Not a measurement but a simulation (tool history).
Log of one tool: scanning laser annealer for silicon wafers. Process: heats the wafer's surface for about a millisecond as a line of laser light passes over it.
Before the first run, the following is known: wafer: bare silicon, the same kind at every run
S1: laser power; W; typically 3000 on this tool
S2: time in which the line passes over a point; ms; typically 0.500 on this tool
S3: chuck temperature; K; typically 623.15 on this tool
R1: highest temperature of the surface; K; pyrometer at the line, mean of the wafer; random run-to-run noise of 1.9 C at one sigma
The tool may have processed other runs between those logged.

| run | hour | S1 | S2 | S3 | R1 |
|---|---|---|---|---|---|
| 1 | 0.0 | 3000 | 0.500 | 623.15 | 1428.15 |
| 2 | 39.0 | 3000 | 0.500 | 623.15 | 1424.15 |
| 3 | 92.9 | 3000 | 0.500 | 623.15 | 1422.15 |
| 4 | 123.9 | 3000 | 0.500 | 623.15 | 1424.15 |
| 5 | 187.2 | 3000 | 0.500 | 660.15 | 1458.15 |
| 6 | 241.5 | 3000 | 0.500 | 623.15 | 1417.15 |
| 7 | 311.9 | 3000 | 0.500 | 623.15 | 1414.15 |
| 8 | 353.6 | 3000 | 0.489 | 623.15 | 1408.15 |
| 9 | 419.5 | 3000 | 0.489 | 623.15 | 1406.15 |
| 10 | 486.4 | 3000 | 0.489 | 623.15 | 1400.15 |
|  | 517.0 | window over the wafer cleaned |
| 11 | 553.1 | 3000 | 0.489 | 623.15 | 1420.15 |
| 12 | 613.4 | 2627 | 0.500 | 623.15 | 1293.15 |
| 13 | 651.7 | 3000 | 0.500 | 623.15 | 1425.15 |
| 14 | 708.6 | 3000 | 0.500 | 623.15 | 1422.15 |
| 15 | 776.6 | 3000 | 0.481 | 623.15 | 1404.15 |
| 16 | 841.1 | 2745 | 0.500 | 623.15 | 1328.15 |
| 17 | 900.2 | 2745 | 0.500 | 623.15 | 1325.15 |
| 18 | 963.1 | 2745 | 0.500 | 623.15 | 1327.15 |
| 19 | 1033.4 | 2745 | 0.500 | 623.15 | 1323.15 |
| 20 | 1083.8 | 3000 | 0.500 | 623.15 | 1412.15 |
| 21 | 1154.4 | 2950 | 0.362 | 623.15 | 1288.15 |
| 22 | 1218.5 | 3217 | 0.455 | 590.15 | 1416.15 |
| 23 | 1277.8 | 3217 | 0.455 | 590.15 | 1416.15 |
| 24 | 1345.5 | 3217 | 0.455 | 590.15 | 1414.15 |
| 25 | 1391.4 | 2851 | 0.500 | 603.15 | 1332.15 |
| 26 | 1423.5 | 3000 | 0.501 | 626.15 | 1401.15 |
|  | 1432.1 | window over the wafer cleaned |
| 27 | 1470.6 | 3000 | 0.501 | 626.15 | 1425.15 |
| 28 | 1512.7 | 3000 | 0.501 | 610.15 | 1403.15 |
|  | 1576.8 | optics aligned, line set to its width |
| 29 | 1584.1 | 3000 | 0.501 | 610.15 | 1424.15 |
| 30 | 1648.0 | 3000 | 0.501 | 610.15 | 1425.15 |
| 31 | 1694.5 | 3000 | 0.378 | 638.15 | 1351.15 |
| 32 | 1747.6 | 3267 | 0.577 | 623.15 | 1592.15 |
| 33 | 1787.7 | 3267 | 0.379 | 598.15 | 1399.15 |
| 34 | 1858.0 | 3000 | 0.462 | 623.15 | 1401.15 |
| 35 | 1921.0 | 2703 | 0.462 | 631.15 | 1307.15 |
| 36 | 1963.9 | 2743 | 0.399 | 651.15 | 1296.15 |
| 37 | 2021.1 | 3122 | 0.435 | 605.15 | 1397.15 |
| 38 | 2089.5 | 2990 | 0.438 | 623.15 | 1371.15 |
| 39 | 2121.1 | 3101 | 0.619 | 623.15 | 1542.15 |
| 40 | 2184.5 | 3000 | 0.617 | 594.15 | 1474.15 |

Alternative continuations, all from the tool just after run 40; predict every row:
| A | 2222.5 | 3000 | 0.617 | 607.15 | ? |
| B | 2222.5 | 2722 | 0.433 | 597.15 | ? |
| C | 2222.5 | 2918 | 0.373 | 642.15 | ? |
| D | 2222.5 | 2875 | 0.617 | 594.15 | ? |
| E | 2222.5 | 3132 | 0.430 | 651.15 | ? |

| run | R1 |
|---|---|
| A | 1484.15 |
| B | 1250.15 |
| C | 1311.15 |
| D | 1422.15 |
| E | 1438.15 |
Without the tool's unlogged condition, the same runs would have read:
| run | R1 |
|---|---|
| A | 1526.15 |
| B | 1282.15 |
| C | 1344.15 |
| D | 1462.15 |
| E | 1476.15 |
